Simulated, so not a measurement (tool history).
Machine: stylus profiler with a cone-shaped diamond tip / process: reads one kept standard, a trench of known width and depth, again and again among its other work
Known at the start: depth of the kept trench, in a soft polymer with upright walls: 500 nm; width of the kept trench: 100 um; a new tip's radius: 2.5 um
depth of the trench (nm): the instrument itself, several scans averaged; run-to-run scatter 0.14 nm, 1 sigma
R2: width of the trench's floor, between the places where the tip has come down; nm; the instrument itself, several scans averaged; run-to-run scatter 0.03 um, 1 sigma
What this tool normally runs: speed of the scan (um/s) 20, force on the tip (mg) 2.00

{"run": 1, "hour": 0.0, "speed of the scan (um/s)": 20, "force on the tip (mg)": 2.0, "depth of the trench (nm)": 506.75, "R2": 96710}
{"run": 2, "hour": 114.5, "speed of the scan (um/s)": 20, "force on the tip (mg)": 2.47, "depth of the trench (nm)": 507.93, "R2": 96580}
{"run": 3, "hour": 236.1, "speed of the scan (um/s)": 20, "force on the tip (mg)": 2.0, "depth of the trench (nm)": 507.28, "R2": 96400}
{"run": 4, "hour": 354.9, "speed of the scan (um/s)": 76, "force on the tip (mg)": 2.0, "depth of the trench (nm)": 507.5, "R2": 95850}
{"run": 5, "hour": 487.5, "speed of the scan (um/s)": 10, "force on the tip (mg)": 2.0, "depth of the trench (nm)": 507.68, "R2": 96240}
{"run": 6, "hour": 613.5, "speed of the scan (um/s)": 10, "force on the tip (mg)": 2.0, "depth of the trench (nm)": 507.62, "R2": 96100}
{"run": 7, "hour": 729.5, "speed of the scan (um/s)": 14, "force on the tip (mg)": 2.0, "depth of the trench (nm)": 507.82, "R2": 95960}
{"run": 8, "hour": 853.9, "speed of the scan (um/s)": 14, "force on the tip (mg)": 4.16, "depth of the trench (nm)": 512.55, "R2": 95890}
{"run": 9, "hour": 943.1, "speed of the scan (um/s)": 20, "force on the tip (mg)": 1.48, "depth of the trench (nm)": 506.83, "R2": 95690}
{"run": 10, "hour": 1048.4, "speed of the scan (um/s)": 36, "force on the tip (mg)": 4.6, "depth of the trench (nm)": 513.31, "R2": 95610}

Run 11 comes next. What will it give?
{"hour": 1058.6, "done": "height scale calibrated on a step standard"}
{"run": 11, "hour": 1164.7, "speed of the scan (um/s)": 8, "force on the tip (mg)": 2.0, "depth of the trench (nm)": "?", "R2": "?"}

Run 11 yielded depth of the trench (nm) 509.17, R2 95610 nm.
Were there no unlogged condition in the tool, this run, its random variation unchanged, would have produced depth of the trench (nm) 506.97, R2 96970 nm.

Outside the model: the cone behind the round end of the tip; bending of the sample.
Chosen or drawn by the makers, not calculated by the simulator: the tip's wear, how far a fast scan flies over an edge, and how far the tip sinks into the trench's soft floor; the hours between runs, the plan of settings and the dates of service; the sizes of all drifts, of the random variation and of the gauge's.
